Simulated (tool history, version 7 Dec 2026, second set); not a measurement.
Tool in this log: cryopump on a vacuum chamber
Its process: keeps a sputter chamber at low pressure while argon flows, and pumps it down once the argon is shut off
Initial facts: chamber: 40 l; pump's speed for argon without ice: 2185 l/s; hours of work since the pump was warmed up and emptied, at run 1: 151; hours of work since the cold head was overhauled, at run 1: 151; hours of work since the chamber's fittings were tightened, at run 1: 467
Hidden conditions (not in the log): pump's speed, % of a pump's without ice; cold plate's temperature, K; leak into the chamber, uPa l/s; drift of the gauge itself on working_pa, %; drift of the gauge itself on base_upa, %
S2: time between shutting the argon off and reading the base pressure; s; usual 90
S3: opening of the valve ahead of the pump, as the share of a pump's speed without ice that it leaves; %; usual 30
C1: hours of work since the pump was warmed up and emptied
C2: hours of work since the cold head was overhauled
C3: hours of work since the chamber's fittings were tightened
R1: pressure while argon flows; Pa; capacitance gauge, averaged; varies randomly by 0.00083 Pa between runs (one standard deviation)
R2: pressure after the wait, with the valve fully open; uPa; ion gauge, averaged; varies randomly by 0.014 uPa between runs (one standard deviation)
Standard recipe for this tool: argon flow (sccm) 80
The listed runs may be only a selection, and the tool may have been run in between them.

run 1 hour=0 | argon_flow_(sccm)=80 S2=90 S3=30 | C1=151 C2=151 C3=467 | R1=0.2094 R2=0.65
run 2 hour=11.6 | argon_flow_(sccm)=80 S2=90 S3=43 | C1=157 C2=157 C3=473 | R1=0.1474 R2=0.66
run 3 hour=33.8 | argon_flow_(sccm)=80 S2=90 S3=43 | C1=169 C2=169 C3=485 | R1=0.147 R2=0.68
run 4 hour=55 | argon_flow_(sccm)=80 S2=90 S3=43 | C1=180 C2=180 C3=496 | R1=0.1485 R2=0.7
run 5 hour=77.3 | argon_flow_(sccm)=80 S2=90 S3=30 | C1=191 C2=191 C3=507 | R1=0.2108 R2=0.7
run 6 hour=94.6 | argon_flow_(sccm)=80 S2=90 S3=30 | C1=200 C2=200 C3=516 | R1=0.2119 R2=0.67
run 7 hour=108.4 | argon_flow_(sccm)=80 S2=90 S3=30 | C1=207 C2=207 C3=524 | R1=0.2112 R2=0.67
run 8 hour=129.9 | argon_flow_(sccm)=80 S2=90 S3=30 | C1=218 C2=218 C3=535 | R1=0.2114 R2=0.67
run 9 hour=145.6 | argon_flow_(sccm)=125 S2=108 S3=44 | C1=227 C2=227 C3=543 | R1=0.2278 R2=0.58
run 10 hour=164.3 | argon_flow_(sccm)=125 S2=108 S3=44 | C1=236 C2=236 C3=553 | R1=0.229 R2=0.62
run 11 hour=178.3 | argon_flow_(sccm)=80 S2=90 S3=33 | C1=244 C2=244 C3=560 | R1=0.1925 R2=0.69
run 12 hour=192.6 | argon_flow_(sccm)=80 S2=90 S3=33 | C1=251 C2=251 C3=567 | R1=0.1925 R2=0.67
run 13 hour=207.4 | argon_flow_(sccm)=80 S2=90 S3=33 | C1=259 C2=259 C3=575 | R1=0.1932 R2=0.71

Run 14 is up next; what results do you expect?
run 14 hour=224.2 | argon_flow_(sccm)=98 S2=29 S3=22 | C1=267 C2=267 C3=584 | R1=? R2=?

Run 14 yielded R1 0.3527 Pa, R2 1.69 uPa.
On a tool with no hidden condition, and with the same random variation, this run would have come out at R1 0.3452 Pa, R2 1.61 uPa.

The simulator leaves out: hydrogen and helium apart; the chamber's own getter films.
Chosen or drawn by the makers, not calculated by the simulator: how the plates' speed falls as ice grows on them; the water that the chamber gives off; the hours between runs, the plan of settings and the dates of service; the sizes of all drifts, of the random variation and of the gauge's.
